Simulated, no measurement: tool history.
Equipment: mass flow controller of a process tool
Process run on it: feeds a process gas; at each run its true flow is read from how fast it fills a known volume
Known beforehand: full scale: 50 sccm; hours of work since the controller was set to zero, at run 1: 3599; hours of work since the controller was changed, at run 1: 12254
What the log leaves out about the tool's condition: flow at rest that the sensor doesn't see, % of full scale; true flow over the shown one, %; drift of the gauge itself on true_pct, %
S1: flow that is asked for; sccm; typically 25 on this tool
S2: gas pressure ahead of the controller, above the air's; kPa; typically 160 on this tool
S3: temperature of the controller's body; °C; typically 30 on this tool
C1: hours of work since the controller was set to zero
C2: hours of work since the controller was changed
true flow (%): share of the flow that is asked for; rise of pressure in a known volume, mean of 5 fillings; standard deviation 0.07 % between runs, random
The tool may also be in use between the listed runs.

{"run": 1, "day": 0.0, "S1": 25, "S2": 160, "S3": 30, "C1": 3599, "C2": 12254, "true flow (%)": 96.11}
{"run": 2, "day": 9.488, "S1": 25, "S2": 160, "S3": 30, "C1": 3733, "C2": 12389, "true flow (%)": 96.07}
{"run": 3, "day": 22.146, "S1": 25, "S2": 160, "S3": 30, "C1": 3913, "C2": 12568, "true flow (%)": 96.14}
{"run": 4, "day": 39.746, "S1": 25, "S2": 160, "S3": 30, "C1": 4162, "C2": 12817, "true flow (%)": 96.07}
{"run": 5, "day": 62.225, "S1": 25, "S2": 160, "S3": 30, "C1": 4480, "C2": 13135, "true flow (%)": 96.14}
{"day": 76.392, "done": "controller exchanged for a calibrated one"}
{"run": 6, "day": 83.542, "S1": 25, "S2": 172, "S3": 30, "C1": 101, "C2": 101, "true flow (%)": 99.61}
{"run": 7, "day": 102.7, "S1": 20, "S2": 160, "S3": 30, "C1": 372, "C2": 372, "true flow (%)": 99.47}
{"run": 8, "day": 120.55, "S1": 20, "S2": 160, "S3": 30, "C1": 625, "C2": 625, "true flow (%)": 99.42}
{"run": 9, "day": 139.075, "S1": 25, "S2": 160, "S3": 30, "C1": 887, "C2": 887, "true flow (%)": 99.35}
{"run": 10, "day": 158.754, "S1": 37, "S2": 160, "S3": 30, "C1": 1166, "C2": 1166, "true flow (%)": 99.65}
{"run": 11, "day": 169.462, "S1": 10, "S2": 160, "S3": 30, "C1": 1317, "C2": 1317, "true flow (%)": 99.58}
{"run": 12, "day": 191.596, "S1": 10, "S2": 160, "S3": 30, "C1": 1631, "C2": 1631, "true flow (%)": 99.58}
{"run": 13, "day": 208.725, "S1": 10, "S2": 160, "S3": 30, "C1": 1873, "C2": 1873, "true flow (%)": 99.6}
{"run": 14, "day": 221.029, "S1": 10, "S2": 160, "S3": 30, "C1": 2047, "C2": 2047, "true flow (%)": 99.79}
{"run": 15, "day": 239.612, "S1": 10, "S2": 160, "S3": 25, "C1": 2310, "C2": 2310, "true flow (%)": 100.05}
{"run": 16, "day": 252.338, "S1": 14, "S2": 160, "S3": 25, "C1": 2490, "C2": 2490, "true flow (%)": 99.58}
{"day": 254.379, "done": "controller's zero set anew"}
{"run": 17, "day": 273.954, "S1": 14, "S2": 160, "S3": 25, "C1": 277, "C2": 2796, "true flow (%)": 100.45}
{"run": 18, "day": 294.412, "S1": 25, "S2": 142, "S3": 21, "C1": 567, "C2": 3086, "true flow (%)": 100.01}
{"run": 19, "day": 306.712, "S1": 25, "S2": 142, "S3": 21, "C1": 741, "C2": 3260, "true flow (%)": 100.02}

Run 20 comes next. What will it give?
{"run": 20, "day": 321.808, "S1": 25, "S2": 142, "S3": 21, "C1": 954, "C2": 3473, "true flow (%)": "?"}

{"run 20": {"true flow (%)": 100.18}}
The same run, on a tool lacking any hidden state, would have yielded true flow (%) 99.9.
